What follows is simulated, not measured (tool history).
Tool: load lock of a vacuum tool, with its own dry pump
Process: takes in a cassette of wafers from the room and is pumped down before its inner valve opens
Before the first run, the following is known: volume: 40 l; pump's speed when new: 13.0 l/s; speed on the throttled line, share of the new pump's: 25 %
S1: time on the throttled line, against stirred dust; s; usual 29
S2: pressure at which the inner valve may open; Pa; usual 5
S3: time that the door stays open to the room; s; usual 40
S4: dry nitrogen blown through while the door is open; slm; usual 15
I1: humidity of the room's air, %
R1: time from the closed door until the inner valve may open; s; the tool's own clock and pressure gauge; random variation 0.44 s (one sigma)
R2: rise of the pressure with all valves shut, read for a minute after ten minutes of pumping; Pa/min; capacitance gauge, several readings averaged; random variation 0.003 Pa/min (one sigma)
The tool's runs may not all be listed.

run	hour	S1	S2	S3	S4	I1	R1	R2
1	0.0	29	5	40	15	41.3	54.4	0.147
2	98.8	29	4	40	15	48.0	55.6	0.157
3	171.0	29	4	40	15	44.1	54.8	0.158
4	306.5	29	4	40	15	45.6	55.4	0.160
5	444.3	29	4	35	15	43.4	55.6	0.164
6	569.3	29	4	35	15	48.0	55.2	0.178
7	641.9	29	4	35	15	48.0	54.8	0.175
8	776.5	29	5	40	15	45.5	53.9	0.183
9	844.7	29	5	40	15	46.5	54.6	0.181
# hour 874.6: door's seal changed, seat wiped
10	920.8	29	5	40	15	45.1	54.6	0.023
11	1013.5	29	5	40	15	45.0	54.4	0.021
12	1157.6	29	5	40	15	44.7	54.4	0.026
13	1245.1	29	5	40	15	44.8	55.1	0.021
14	1331.5	33	5	214	15	45.2	57.9	0.065
15	1412.6	33	5	214	25	46.7	58.3	0.054
16	1500.0	33	5	214	25	42.7	57.9	0.046

Run 17 is up next; what results do you expect?
17	1614.4	24	10	92	7	47.4	?	?

{"run 17": {"R1": 49.2, "R2": 0.06}}
If the tool had no hidden condition, the same run with the same run-to-run variation would have returned R1 47.1 s, R2 0.052 Pa/min.
